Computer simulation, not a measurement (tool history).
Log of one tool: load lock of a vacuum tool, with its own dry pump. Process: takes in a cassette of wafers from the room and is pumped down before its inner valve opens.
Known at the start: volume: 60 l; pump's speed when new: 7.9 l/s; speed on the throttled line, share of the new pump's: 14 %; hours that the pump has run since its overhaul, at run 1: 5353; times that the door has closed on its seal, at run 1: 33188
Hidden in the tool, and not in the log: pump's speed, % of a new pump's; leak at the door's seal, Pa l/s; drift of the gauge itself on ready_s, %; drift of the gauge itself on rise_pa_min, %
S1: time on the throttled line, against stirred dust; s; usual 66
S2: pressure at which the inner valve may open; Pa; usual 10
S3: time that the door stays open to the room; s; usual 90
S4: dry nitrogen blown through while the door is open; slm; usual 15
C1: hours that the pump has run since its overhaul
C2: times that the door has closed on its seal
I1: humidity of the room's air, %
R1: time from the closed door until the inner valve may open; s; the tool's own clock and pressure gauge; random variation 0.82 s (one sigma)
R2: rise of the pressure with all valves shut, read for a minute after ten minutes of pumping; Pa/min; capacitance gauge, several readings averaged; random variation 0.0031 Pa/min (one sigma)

Run 1, hour 0: usual settings; C1 5353; C2 33188; I1 44.7. Result: R1 136.1 s, R2 0.507 Pa/min.
Run 2, hour 59.5: usual settings but S1 36 s; C1 5413; C2 33448; I1 43.6. Result: R1 108.7 s, R2 0.509 Pa/min.
Run 3, hour 169.7: usual settings but S1 36 s, S4 24 slm; C1 5523; C2 33930; I1 47.5. Result: R1 111.5 s, R2 0.509 Pa/min.
Run 4, hour 241.2: usual settings but S1 93 s, S4 24 slm; C1 5594; C2 34244; I1 45.8. Result: R1 157.9 s, R2 0.517 Pa/min.
Run 5, hour 350.2: usual settings but S1 93 s, S4 24 slm; C1 5703; C2 34721; I1 44.9. Result: R1 158 s, R2 0.526 Pa/min.
Run 6, hour 420.3: usual settings but S1 124 s; C1 5773; C2 35027; I1 43.9. Result: R1 185.5 s, R2 0.535 Pa/min.
Run 7, hour 485.1: usual settings but S1 124 s; C1 5838; C2 35311; I1 52.1. Result: R1 185.6 s, R2 0.564 Pa/min.
Run 8, hour 581.4: usual settings but S3 41 s; C1 5935; C2 35733; I1 42.1. Result: R1 136.8 s, R2 0.527 Pa/min.
Run 9, hour 649.4: usual settings but S3 41 s; C1 6003; C2 36030; I1 42.6. Result: R1 138.2 s, R2 0.535 Pa/min.
Run 10, hour 778.1: usual settings but S3 41 s; C1 6131; C2 36594; I1 46.7. Result: R1 136.3 s, R2 0.559 Pa/min.
Run 11, hour 889: usual settings but S2 15 Pa; C1 6242; C2 37079; I1 44.7. Result: R1 133.2 s, R2 0.601 Pa/min.
Run 12, hour 958.4: usual settings; C1 6312; C2 37383; I1 44.7. Result: R1 136 s, R2 0.61 Pa/min.
Run 13, hour 1020.5: usual settings; C1 6374; C2 37655; I1 42.1. Result: R1 136.8 s, R2 0.607 Pa/min.
Run 14, hour 1101.8: usual settings but S4 8 slm; C1 6455; C2 38011; I1 42.8. Result: R1 135.7 s, R2 0.623 Pa/min.
Run 15, hour 1212.8: usual settings; C1 6566; C2 38497; I1 43. Result: R1 138 s, R2 0.627 Pa/min.
Run 16, hour 1343.5: usual settings; C1 6697; C2 39069; I1 46.1. Result: R1 138.8 s, R2 0.654 Pa/min.
Run 17, hour 1477.7: usual settings; C1 6831; C2 39657; I1 43.2. Result: R1 137 s, R2 0.653 Pa/min.
Run 18, hour 1599.5: usual settings; C1 6953; C2 40190; I1 45.8. Result: R1 136.9 s, R2 0.68 Pa/min.
Run 19, hour 1731.1: usual settings but S2 11 Pa; C1 7084; C2 40766; I1 46.1. Result: R1 137.6 s, R2 0.702 Pa/min.
At hour 1791.5: door's seal changed, seat wiped.
Run 20, hour 1857: usual settings but S2 11 Pa; C1 7209; C2 287; I1 46.1. Result: R1 137.9 s, R2 0.066 Pa/min.
Run 21, hour 1947.8: usual settings but S2 11 Pa; C1 7299; C2 684; I1 40. Result: R1 135.6 s, R2 0.062 Pa/min.
Run 22, hour 2054.9: usual settings but S1 69 s, S2 11 Pa, S3 56 s; C1 7407; C2 1153; I1 48.1. Result: R1 140.7 s, R2 0.059 Pa/min.
Run 23, hour 2166.2: usual settings but S1 69 s, S2 11 Pa, S3 188 s, S4 20 slm; C1 7518; C2 1640; I1 46.3. Result: R1 141 s, R2 0.121 Pa/min.
Run 24, hour 2294.3: usual settings but S1 82 s, S4 37 slm; C1 7646; C2 2201; I1 43.1. Result: R1 151.8 s, R2 0.061 Pa/min.
Run 25, hour 2396.1: usual settings but S1 45 s, S3 81 s, S4 26 slm; C1 7748; C2 2647; I1 43.6. Result: R1 121.3 s, R2 0.068 Pa/min.
Run 26, hour 2516.6: usual settings but S1 45 s, S3 81 s, S4 26 slm; C1 7868; C2 3174; I1 42. Result: R1 121.9 s, R2 0.067 Pa/min.
Run 27, hour 2641.1: usual settings but S2 7 Pa, S3 60 s, S4 6 slm; C1 7993; C2 3719; I1 46.8. Result: R1 144.5 s, R2 0.086 Pa/min.
Run 28, hour 2774.5: usual settings but S2 7 Pa, S3 60 s, S4 6 slm; C1 8126; C2 4303; I1 45.5. Result: R1 144.8 s, R2 0.086 Pa/min.
Run 29, hour 2912.7: usual settings but S1 38 s, S2 7 Pa, S3 70 s, S4 6 slm; C1 8264; C2 4908; I1 45.3. Result: R1 121.8 s, R2 0.094 Pa/min.
Run 30, hour 2994.1: usual settings but S3 45 s; C1 8346; C2 5265; I1 47.8. Result: R1 140.9 s, R2 0.076 Pa/min.
Run 31, hour 3078.8: usual settings but S3 45 s; C1 8430; C2 5635; I1 40.7. Result: R1 140.6 s, R2 0.076 Pa/min.
Run 32, hour 3188.2: usual settings but S2 8 Pa, S3 85 s, S4 5 slm; C1 8540; C2 6114; I1 44.3. Result: R1 142.9 s, R2 0.12 Pa/min.
Run 33, hour 3312.4: usual settings but S2 8 Pa, S3 85 s, S4 5 slm; C1 8664; C2 6658; I1 49. Result: R1 142.9 s, R2 0.124 Pa/min.

Forecast each of these 3 alternatives for the next run:
Run A, hour 3410.2: usual settings but S1 94 s, S2 19 Pa, S3 85 s, S4 5 slm; C1 8762; C2 7086; I1 43.8. Result: R1 ?, R2 ?.
Run B, hour 3410.2: usual settings but S2 11 Pa, S3 85 s, S4 41 slm; C1 8762; C2 7086; I1 43.2. Result: R1 ?, R2 ?.
Run C, hour 3410.2: usual settings but S1 34 s, S2 8 Pa, S3 85 s, S4 5 slm; C1 8762; C2 7086; I1 48. Result: R1 ?, R2 ?.

run     R1     R2
  A  156.3  0.119
  B  139.3  0.087
  C  117.2  0.135
Without the tool's hidden state the same runs would have given:
run     R1     R2
  A  144.7  0.071
  B  125.9  0.038
  C    102  0.086

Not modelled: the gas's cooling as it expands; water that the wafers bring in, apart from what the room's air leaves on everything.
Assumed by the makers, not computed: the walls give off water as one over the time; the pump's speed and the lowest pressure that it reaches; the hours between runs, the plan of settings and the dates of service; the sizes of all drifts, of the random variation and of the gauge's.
